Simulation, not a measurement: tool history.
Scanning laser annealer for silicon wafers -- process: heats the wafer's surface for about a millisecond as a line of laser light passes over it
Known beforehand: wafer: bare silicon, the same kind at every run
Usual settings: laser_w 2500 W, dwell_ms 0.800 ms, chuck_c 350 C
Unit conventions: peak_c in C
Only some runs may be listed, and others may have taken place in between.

run 1 hour=0.0 | laser_w=2500 dwell_ms=0.800 chuck_c=350 | peak_c=1162
run 2 hour=24.5 | laser_w=2310 dwell_ms=0.800 chuck_c=350 | peak_c=1081
run 3 hour=42.7 | laser_w=2310 dwell_ms=0.800 chuck_c=350 | peak_c=1082
run 4 hour=56.4 | laser_w=2310 dwell_ms=0.800 chuck_c=350 | peak_c=1082
run 5 hour=83.1 | laser_w=2500 dwell_ms=0.800 chuck_c=381 | peak_c=1192
run 6 hour=112.2 | laser_w=2500 dwell_ms=0.800 chuck_c=381 | peak_c=1189
run 7 hour=129.2 | laser_w=2500 dwell_ms=0.800 chuck_c=350 | peak_c=1159
run 8 hour=153.8 | laser_w=2500 dwell_ms=0.800 chuck_c=350 | peak_c=1158
run 9 hour=178.8 | laser_w=2473 dwell_ms=0.586 chuck_c=350 | peak_c=1038
run 10 hour=197.3 | laser_w=2473 dwell_ms=0.586 chuck_c=350 | peak_c=1036
run 11 hour=211.6 | laser_w=2509 dwell_ms=0.657 chuck_c=383 | peak_c=1122
run 12 hour=235.0 | laser_w=2245 dwell_ms=0.634 chuck_c=383 | peak_c=1012
run 13 hour=261.0 | laser_w=2366 dwell_ms=0.634 chuck_c=320 | peak_c=992

Forecast each of these 5 alternatives for the next run:
run A hour=289.3 | laser_w=2564 dwell_ms=0.800 chuck_c=350 | peak_c=?
run B hour=289.3 | laser_w=2544 dwell_ms=0.800 chuck_c=350 | peak_c=?
run C hour=289.3 | laser_w=2413 dwell_ms=0.744 chuck_c=316 | peak_c=?
run D hour=289.3 | laser_w=2402 dwell_ms=0.800 chuck_c=350 | peak_c=?
run E hour=289.3 | laser_w=2673 dwell_ms=0.951 chuck_c=320 | peak_c=?

run=A peak_c=1182
run=B peak_c=1170
run=C peak_c=1061
run=D peak_c=1112
run=E peak_c=1272
The same runs, with their run-to-run variation unchanged, on a tool lacking any hidden condition would have given:
run=A peak_c=1211
run=B peak_c=1199
run=C peak_c=1087
run=D peak_c=1139
run=E peak_c=1306
